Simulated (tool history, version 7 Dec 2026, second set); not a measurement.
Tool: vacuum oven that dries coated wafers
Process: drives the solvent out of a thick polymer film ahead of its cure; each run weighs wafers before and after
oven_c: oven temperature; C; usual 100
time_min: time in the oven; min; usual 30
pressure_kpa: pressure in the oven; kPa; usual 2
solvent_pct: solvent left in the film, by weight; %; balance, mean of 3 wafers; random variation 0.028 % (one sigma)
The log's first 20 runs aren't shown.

| run | day | oven_c | time_min | pressure_kpa | solvent_pct |
|---|---|---|---|---|---|
| 21 | 8.079 | 100 | 30 | 2 | 1.83 |
| 22 | 8.383 | 100 | 30 | 2 | 1.82 |
| 23 | 8.854 | 100 | 28 | 2.25 | 2.08 |
| 24 | 9.196 | 100 | 27 | 5.88 | 3.24 |
| 25 | 9.592 | 92 | 30 | 1.39 | 3.29 |
| 26 | 9.946 | 93 | 21 | 1.02 | 4.73 |
| 27 | 10.317 | 93 | 21 | 1.02 | 4.77 |
| 28 | 10.608 | 92 | 23 | 1.01 | 4.56 |
| 29 | 10.854 | 110 | 49 | 1.77 | 0.47 |
| 30 | 11.412 | 110 | 49 | 1.77 | 0.47 |
| 31 | 11.767 | 110 | 49 | 1.77 | 0.44 |
| 32 | 12.179 | 110 | 49 | 1.77 | 0.48 |
| 33 | 12.646 | 110 | 49 | 1.77 | 0.47 |
| 34 | 13.167 | 110 | 49 | 1.77 | 0.49 |
| 35 | 13.408 | 93 | 49 | 7.92 | 3.92 |
| 36 | 13.65 | 100 | 30 | 6.3 | 3.06 |
| 37 | 13.908 | 93 | 22 | 2 | 4.79 |
| 38 | 14.171 | 103 | 30 | 3.17 | 1.65 |
| 39 | 14.704 | 100 | 30 | 4.68 | 2.55 |
| 40 | 15.225 | 100 | 30 | 4.68 | 2.59 |
| 41 | 15.492 | 109 | 38 | 2.27 | 0.69 |
| 42 | 15.817 | 114 | 37 | 2.29 | 0.55 |
| 43 | 16.371 | 114 | 37 | 2.29 | 0.54 |

Forecast each of these 5 alternatives for the next run:
| A | 16.938 | 102 | 30 | 2 | ? |
| B | 16.938 | 86 | 37 | 2.29 | ? |
| C | 16.938 | 92 | 16 | 3.21 | ? |
| D | 16.938 | 114 | 37 | 2.29 | ? |
| E | 16.938 | 115 | 30 | 2 | ? |

| run | solvent_pct |
|---|---|
| A | 1.46 |
| B | 4.27 |
| C | 7.27 |
| D | 0.57 |
| E | 0.5 |
Without the tool's hidden state the same runs would have given:
| run | solvent_pct |
|---|---|
| A | 1.66 |
| B | 4.74 |
| C | 7.83 |
| D | 0.56 |
| E | 0.51 |

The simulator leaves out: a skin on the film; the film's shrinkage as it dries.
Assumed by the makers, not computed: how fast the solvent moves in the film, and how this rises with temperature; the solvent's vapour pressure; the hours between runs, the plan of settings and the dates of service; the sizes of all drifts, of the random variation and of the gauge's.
